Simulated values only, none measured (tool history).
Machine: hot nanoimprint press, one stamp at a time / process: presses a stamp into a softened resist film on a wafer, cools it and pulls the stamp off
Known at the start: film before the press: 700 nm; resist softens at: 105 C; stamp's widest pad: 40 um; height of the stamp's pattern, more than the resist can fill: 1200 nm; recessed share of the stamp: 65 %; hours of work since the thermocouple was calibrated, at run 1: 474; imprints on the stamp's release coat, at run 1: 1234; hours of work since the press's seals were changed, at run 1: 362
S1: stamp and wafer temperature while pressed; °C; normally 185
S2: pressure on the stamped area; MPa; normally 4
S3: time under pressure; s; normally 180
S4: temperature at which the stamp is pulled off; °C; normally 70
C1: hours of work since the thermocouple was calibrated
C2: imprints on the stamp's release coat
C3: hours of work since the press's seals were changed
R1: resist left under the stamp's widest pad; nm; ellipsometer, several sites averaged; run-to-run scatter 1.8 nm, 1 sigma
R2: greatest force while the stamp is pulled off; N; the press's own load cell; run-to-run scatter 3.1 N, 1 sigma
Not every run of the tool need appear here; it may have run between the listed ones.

run     day   S1    S2   S3  S4   C1    C2   C3     R1   R2
  1       0  185     4  180  70  474  1234  362    301  176
  2   0.646  185     4  180  70  482  1296  371  303.3  179
  3   1.596  185     4  110  70  495  1388  383  362.8  185
  4   2.488  185     4  110  70  507  1474  395  362.3  181
       2.95  -- stamp cleaned and given a new release coat
  5   3.429  185     4  110  70  516    46  405  364.3  151
  6   4.112  185  6.16  180  70  525   112  414    251  150
  7   4.646  185  6.16  180  69  533   163  421  249.7  161
  8   5.079  185     4  180  70  538   205  427  307.9  158
  9   6.046  185     4  180  70  551   299  440  305.3  160
 10   7.004  185     4  180  70  564   391  453  307.5  162
      7.629  -- plate thermocouple calibrated
 11   8.038  185     4  180  70    6   479  465  310.1  168
 12   8.604  185     4  180  70   13   534  473  304.1  161
      9.692  -- plate thermocouple calibrated, once more
 13   9.692  185     4  180  70    0   626  485    292  157
 14  10.704  185     4  180  70   14   724  499  292.1  164
 15  11.208  185     4  175  70   20   773  506  298.4  160
 16  11.812  179  6.03  246  73   28   831  514  254.2  152
 17  12.358  181  6.03  132  65   36   884  521  310.7  186
 18   12.95  181  6.03  132  65   44   941  529  309.2  184
 19    13.4  181  6.03  132  65   50   985  535    312  190
 20  14.012  181  6.03  132  65   58  1044  543  308.1  188

Run 21 has not been measured yet. What should we expect?
 21  14.842  181  2.6  132  55  69  1124  555   ?   ?

R1: 433 nm
R2: 238 N
The same run, on a tool lacking any hidden state, would have yielded R1 428 nm, R2 206 N.
